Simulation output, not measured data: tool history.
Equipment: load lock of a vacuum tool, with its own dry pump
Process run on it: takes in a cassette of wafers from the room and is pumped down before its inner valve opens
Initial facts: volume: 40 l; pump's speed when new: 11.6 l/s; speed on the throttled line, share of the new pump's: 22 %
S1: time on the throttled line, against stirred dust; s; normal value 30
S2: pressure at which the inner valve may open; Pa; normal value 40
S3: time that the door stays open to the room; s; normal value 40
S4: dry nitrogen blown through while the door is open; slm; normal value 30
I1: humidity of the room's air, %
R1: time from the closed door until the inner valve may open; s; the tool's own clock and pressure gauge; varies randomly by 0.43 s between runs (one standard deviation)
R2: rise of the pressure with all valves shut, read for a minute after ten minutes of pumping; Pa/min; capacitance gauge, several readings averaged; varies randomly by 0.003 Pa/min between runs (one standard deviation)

run,day,S1,S2,S3,S4,I1,R1,R2
1,0,30,40,40,30,46.1,50.4,0.006
2,3.846,30,40,40,30,47.1,50.9,0.011
3,6.746,30,40,40,30,46,50.6,0.011
4,10.479,30,40,40,30,47.3,50.3,0.009
5,13.925,30,40,54,30,45,50.4,0.01
6,16.858,30,50,54,30,45.4,50.4,0.01
7,21.2,30,50,54,30,46.2,49.8,0.008
8,23.912,30,76,40,30,47,48,0.007
9,27.512,30,40,40,30,44.3,50.3,0.008
10,31.538,30,40,40,30,44.7,50.1,0.011
11,35.192,30,40,40,30,45.1,50.7,0.009
12,39.196,30,40,40,6,43,51.3,0.014
13,41.671,30,40,65,30,47,51,0.015
14,44.033,30,40,65,30,45.5,49.9,0.007
15,46.508,30,36,40,30,44.8,50.9,0.012
16,51.5,30,37,40,7,41.9,51,0.02
17,55.633,40,66,40,7,47.1,55.8,0.011
18,57.8,40,66,40,7,42.3,57.2,0.012
19,62.388,16,40,40,30,48.4,39.7,0.011
20,64.525,16,72,28,30,46.4,37.6,0.009
21,67.112,16,72,28,30,45.1,37.7,0.009
22,69.904,60,72,80,30,48.2,71.9,0.011
23,74.683,43,72,150,25,48.8,59,0.021
24,79.425,43,72,150,27,45.6,58.8,0.022
25,81.867,30,40,108,30,44.6,51,0.008
26,84.325,30,40,108,30,46.2,51.4,0.018
27,87.25,28,39,108,30,42.3,49.1,0.018

Here are 5 independent what-if runs from the current tool condition. What would each one return?
A,92.342,28,79,115,8,47.3,?,?
B,92.342,28,39,78,6,42.7,?,?
C,92.342,30,59,40,30,46.7,?,?
D,92.342,30,40,35,30,45.1,?,?
E,92.342,30,35,141,24,47,?,?

run,R1,R2
A,46.1,0.029
B,49,0.026
C,48.8,0.014
D,50.3,0.004
E,51.6,0.017
Without the tool's unlogged condition, the same runs would have read:
run,R1,R2
A,46.1,0.029
B,49,0.026
C,48.8,0.014
D,50.3,0.004
E,51.6,0.016
